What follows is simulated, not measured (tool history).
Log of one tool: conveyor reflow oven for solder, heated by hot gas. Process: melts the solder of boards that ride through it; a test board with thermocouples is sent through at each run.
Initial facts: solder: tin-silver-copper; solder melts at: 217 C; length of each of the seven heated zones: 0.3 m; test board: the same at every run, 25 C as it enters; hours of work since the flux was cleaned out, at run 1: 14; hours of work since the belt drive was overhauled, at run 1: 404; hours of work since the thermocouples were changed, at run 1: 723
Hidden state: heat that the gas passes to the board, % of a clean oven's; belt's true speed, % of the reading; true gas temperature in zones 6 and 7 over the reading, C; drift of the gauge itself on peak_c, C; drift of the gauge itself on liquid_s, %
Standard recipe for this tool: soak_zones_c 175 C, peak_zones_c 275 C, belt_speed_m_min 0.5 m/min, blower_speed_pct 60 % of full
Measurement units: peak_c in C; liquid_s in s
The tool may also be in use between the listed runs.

run    hour  soak_zones_c  peak_zones_c  belt_speed_m_min  blower_speed_pct  hours of work since the flux was cleaned out  hours of work since the belt drive was overhauled  hours of work since the thermocouples were changed  peak_c  liquid_s
  1       0           175           275               0.5                60                                            14                                                404                                                 723   254.9      55.7
  2    28.7           175           275               0.5                56                                            31                                                421                                                 739   253.9      54.8
  3    60.8           175           275               0.5                60                                            49                                                439                                                 757   256.3      55.6
  4    97.9           175           275               0.5                60                                            70                                                460                                                 778   255.7      55.6
  5     134           175           275               0.5                60                                            91                                                480                                                 799   255.9      55.5
  6   192.8           183           275               0.5                60                                           124                                                514                                                 832   257.5      59.5
  7   238.5           183           275             0.567                60                                           150                                                540                                                 858   252.7      49.2
  8   270.9           183           275             0.567                60                                           168                                                558                                                 877   252.5      48.7
  9   305.1           175           275               0.5                60                                           188                                                578                                                 896   255.3      55.4
 10   357.8           175           275               0.5                60                                           218                                                608                                                 926   256.2      55.5
 11   393.1           175           275               0.5                60                                           238                                                628                                                 946   255.5        56
      432.8  -- flux residue cleaned out of gas plates and filters
 12   441.3           175           275               0.5                60                                             5                                                652                                                 971   255.3      55.7
 13   487.4           175           275               0.5                86                                            31                                                678                                                 997   261.4      59.8
 14   539.8           175           275               0.5                58                                            61                                                708                                                1027   254.6        55
      578.1  -- belt drive overhauled, speed set with a stopwatch
 15   599.9           175           275               0.5                58                                            93                                                 12                                                1058   255.1      55.5
 16     655           175           275               0.5                58                                           124                                                 44                                                1090   255.2      55.1
 17   709.6           175           276             0.562                89                                           155                                                 75                                                1121   258.8      52.1
 18   745.6           188           279               0.5                60                                           175                                                 95                                                1141   261.7      63.9
 19   798.1           175           277             0.516                89                                           205                                                125                                                1171   262.3      58.7
 20   823.2           175           277             0.516                89                                           219                                                139                                                1185   261.7      58.5
      834.4  -- thermocouples of zones 6 and 7 changed
 21   865.1           178           288             0.516                66                                           242                                                162                                                  17   268.2      61.6
      895.8  -- flux residue cleaned out of gas plates and filters
 22   902.9           178           288             0.516                66                                             4                                                180                                                  36   268.5      61.3
 23   931.1           178           288             0.536                59                                            20                                                196                                                  52   264.4      57.2
 24   957.2           175           275             0.462                60                                            35                                                211                                                  67   258.5      62.4
 25  1010.9           175           268             0.436                59                                            65                                                242                                                  97   253.8      63.3

The next listed run, before its measurement:
 26  1042.9           187           276             0.596                56                                            84                                                260                                                 116       ?         ?

{"run 26": {"peak_c": 251.4, "liquid_s": 46.4}}
With the hidden condition absent and the run-to-run variation left alone, this run would have shown peak_c 251.4 C, liquid_s 46.4 s.

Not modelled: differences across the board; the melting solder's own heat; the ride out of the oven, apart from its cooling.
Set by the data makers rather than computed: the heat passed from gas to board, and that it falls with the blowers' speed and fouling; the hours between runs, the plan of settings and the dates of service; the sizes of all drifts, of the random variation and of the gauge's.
